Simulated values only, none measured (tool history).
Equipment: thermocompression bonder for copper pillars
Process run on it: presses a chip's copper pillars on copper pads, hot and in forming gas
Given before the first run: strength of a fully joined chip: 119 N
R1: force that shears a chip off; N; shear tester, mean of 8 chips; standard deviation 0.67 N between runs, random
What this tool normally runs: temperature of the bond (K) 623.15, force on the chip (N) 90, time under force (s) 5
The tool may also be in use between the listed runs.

Run 1, day 0.000: usual settings. Result: R1 43.0 N.
Run 2, day 2.588: usual settings. Result: R1 42.1 N.
At day 6.050: forming gas filter changed.
Run 3, day 6.883: usual settings. Result: R1 46.0 N.
Run 4, day 10.125: usual settings but force on the chip (N) 65. Result: R1 32.8 N.
Run 5, day 13.762: usual settings but force on the chip (N) 65. Result: R1 33.5 N.
Run 6, day 17.696: usual settings but force on the chip (N) 65. Result: R1 33.2 N.
Run 7, day 19.454: usual settings but force on the chip (N) 88. Result: R1 41.4 N.
Run 8, day 23.721: usual settings but force on the chip (N) 88, time under force (s) 8. Result: R1 49.8 N.
At day 26.104: force cell calibrated.
Run 9, day 26.192: usual settings but force on the chip (N) 88, time under force (s) 8. Result: R1 45.2 N.
Run 10, day 30.046: usual settings. Result: R1 37.9 N.
At day 32.492: forming gas filter changed.
Run 11, day 33.783: usual settings. Result: R1 41.9 N.

Predict the results of run 12:
Run 12, day 38.004: usual settings but temperature of the bond (K) 597.15, force on the chip (N) 118. Result: R1 ?.

Logged for run 12: R1 36.1 N.
The same run, on a tool lacking any hidden state, would have yielded R1 39.4 N.

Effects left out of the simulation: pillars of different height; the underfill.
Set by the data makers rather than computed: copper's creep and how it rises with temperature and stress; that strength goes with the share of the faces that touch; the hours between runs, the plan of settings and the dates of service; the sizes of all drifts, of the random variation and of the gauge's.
